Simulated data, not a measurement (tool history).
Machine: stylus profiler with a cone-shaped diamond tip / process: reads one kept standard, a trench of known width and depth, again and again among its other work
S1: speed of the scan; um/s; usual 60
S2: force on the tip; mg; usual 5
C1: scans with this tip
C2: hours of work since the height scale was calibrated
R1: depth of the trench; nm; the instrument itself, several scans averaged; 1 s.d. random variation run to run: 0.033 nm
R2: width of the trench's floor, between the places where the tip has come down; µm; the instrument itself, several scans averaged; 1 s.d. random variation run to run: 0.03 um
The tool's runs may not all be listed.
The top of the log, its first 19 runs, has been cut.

run 20 hour=192.1 | S1=60 S2=2.73 | C1=3138 C2=233 | R1=101.69 R2=48.21
run 21 hour=201.1 | S1=60 S2=2.73 | C1=3225 C2=239 | R1=101.69 R2=48.17
run 22 hour=207.7 | S1=60 S2=5 | C1=3289 C2=244 | R1=102.49 R2=48.26
run 23 hour=222.1 | S1=60 S2=5 | C1=3428 C2=254 | R1=102.46 R2=48.26
run 24 hour=229.2 | S1=71 S2=5 | C1=3497 C2=260 | R1=102.52 R2=48.21
run 25 hour=238.1 | S1=166 S2=13.56 | C1=3583 C2=266 | R1=104.77 R2=48.1
run 26 hour=250 | S1=156 S2=6.25 | C1=3697 C2=274 | R1=102.86 R2=47.89
run 27 hour=261 | S1=16 S2=6.93 | C1=3803 C2=282 | R1=103.01 R2=48.43
run 28 hour=272.2 | S1=16 S2=11.08 | C1=3912 C2=290 | R1=104.19 R2=48.46
run 29 hour=281.5 | S1=125 S2=5.77 | C1=4002 C2=297 | R1=102.78 R2=48.05
run 30 hour=289.5 | S1=125 S2=2 | C1=4079 C2=303 | R1=101.35 R2=47.75
run 31 hour=304.1 | S1=23 S2=2.12 | C1=4220 C2=313 | R1=101.44 R2=48.33
run 32 hour=315.5 | S1=60 S2=3.55 | C1=4330 C2=321 | R1=101.95 R2=48.16
run 33 hour=322.2 | S1=31 S2=6.11 | C1=4394 C2=326 | R1=102.85 R2=48.31
run 34 hour=336.1 | S1=73 S2=2.17 | C1=4529 C2=336 | R1=101.46 R2=48.01
run 35 hour=348.6 | S1=62 S2=5.06 | C1=4649 C2=345 | R1=102.51 R2=48.21
run 36 hour=359.2 | S1=20 S2=3.56 | C1=4752 C2=353 | R1=102.04 R2=48.35
run 37 hour=367.5 | S1=81 S2=9.26 | C1=4832 C2=359 | R1=103.67 R2=48.18
run 38 hour=378.2 | S1=71 S2=1.86 | C1=4935 C2=366 | R1=101.34 R2=48

What will run 39 give?
run 39 hour=391.6 | S1=67 S2=4.86 | C1=5065 C2=376 | R1=? R2=?

R1: 102.41 nm
R2: 48.14 µm
With no hidden state in the tool, this same run would have given R1 102.27 nm, R2 48.32 µm.

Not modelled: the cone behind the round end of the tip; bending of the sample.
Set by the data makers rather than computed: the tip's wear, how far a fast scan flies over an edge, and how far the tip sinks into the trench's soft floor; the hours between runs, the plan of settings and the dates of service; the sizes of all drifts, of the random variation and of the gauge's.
